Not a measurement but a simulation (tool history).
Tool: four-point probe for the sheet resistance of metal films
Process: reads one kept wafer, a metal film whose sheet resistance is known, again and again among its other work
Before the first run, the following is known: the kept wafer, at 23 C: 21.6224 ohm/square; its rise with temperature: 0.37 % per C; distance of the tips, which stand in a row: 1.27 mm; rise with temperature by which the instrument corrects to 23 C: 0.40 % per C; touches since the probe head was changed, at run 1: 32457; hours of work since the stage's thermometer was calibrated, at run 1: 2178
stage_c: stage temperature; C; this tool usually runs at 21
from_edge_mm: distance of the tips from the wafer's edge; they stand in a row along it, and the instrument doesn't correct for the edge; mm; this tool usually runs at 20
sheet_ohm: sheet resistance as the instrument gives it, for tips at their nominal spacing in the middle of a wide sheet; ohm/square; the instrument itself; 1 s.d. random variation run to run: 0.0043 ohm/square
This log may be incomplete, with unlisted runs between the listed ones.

run,hour,stage_c,from_edge_mm,touches since the probe head was changed,hours of work since the stage's thermometer was calibrated,sheet_ohm
1,0,21,20,32457,2178,21.595792
2,34.1,21,5,33067,2205,22.271531
3,65.2,26,20,33625,2229,21.576893
4,99,21,20,34230,2256,21.600467
5,130.9,21,20,34801,2281,21.595368
6,163.6,21,20,35386,2307,21.593143
7,208.9,21,20,36196,2343,21.602141
8,255.1,21,4,37024,2380,22.65322
9,314.7,21,4,38091,2427,22.658316
10,367.4,21,4,39034,2469,22.652887
11,409.9,21,30,39795,2503,21.572271
12,463,21,5,40746,2545,22.27764
13,491.1,21,5,41250,2567,22.271499
# hour 497: stage's thermometer calibrated
14,542.4,21,5,42159,36,22.255058
15,604.2,21,20,43265,85,21.577816
16,654.7,21,20,44170,125,21.571048
17,701.6,21,20,45010,162,21.577445
18,732.9,21,20,45569,187,21.571597
19,764.9,21,20,46142,212,21.569949
# hour 823.7: stage's thermometer calibrated, once more
20,824.6,21,20,47202,1,21.663102
21,875.1,21,20,48107,41,21.672275
22,916.7,21,20,48852,74,21.676493
23,982.2,27,3,50023,126,23.47199
24,1030.8,27,3,50894,164,23.47698
25,1090.4,27,3,51961,211,23.479439
26,1120.7,27,3,52503,235,23.475441
27,1168.2,24,8,53354,273,21.888875
28,1213.5,18,19,54165,309,21.688758
29,1275.9,18,19,55282,359,21.693162
30,1312.5,23,15,55938,388,21.691852
31,1359.2,25,18,56774,425,21.655211
32,1388.4,19,3,57297,448,23.517869
33,1453.5,27,4,58461,499,22.687685
34,1486,27,4,59045,525,22.688627
35,1534.3,26,37,59909,563,21.601893
36,1578.2,26,37,60695,598,21.600354
37,1641.2,23,28,61823,648,21.627609
38,1706.1,24,45,62985,700,21.606625
39,1758.2,21,18,63917,741,21.668897
40,1806.6,21,18,64783,779,21.67684
41,1860.6,26,4,65752,822,22.698066
42,1927.6,28,44,66950,875,21.57772
43,1971.7,28,44,67740,910,21.580948

A few steps of sheet_ohm between consecutive runs. Split each: what settings, incoming material and random variation would produce without the hidden state, and what is left over for the hidden state, along with gauge scatter present in only one of the two compared results (measured, and without hidden state):
The hidden state here: inner tips' distance over the nominal, %; tips' flats over new ones', %; wafer's true temperature over the reading, C; drift of the gauge itself on sheet_ohm, %.
Run 7 -> 8: from_edge_mm 20 -> 4. sheet_ohm +1.051079 ohm/square: hidden state -0.004555, all else +1.055634.
Run 13 -> 14: stage's thermometer calibrated. sheet_ohm -0.016441 ohm/square: hidden state -0.019024, all else +0.002583.
Run 19 -> 20: stage's thermometer calibrated, once more. sheet_ohm +0.093153 ohm/square: hidden state +0.104109, all else -0.010956.
Run 22 -> 23: stage_c 21 -> 27, from_edge_mm 20 -> 3. sheet_ohm +1.795497 ohm/square: hidden state -0.001607, all else +1.797104.
Run 26 -> 27: stage_c 27 -> 24, from_edge_mm 3 -> 8. sheet_ohm -1.586566 ohm/square: hidden state -0.000224, all else -1.586342.
Run 31 -> 32: stage_c 25 -> 19, from_edge_mm 18 -> 3. sheet_ohm +1.862658 ohm/square: hidden state -0.00172, all else +1.864378.
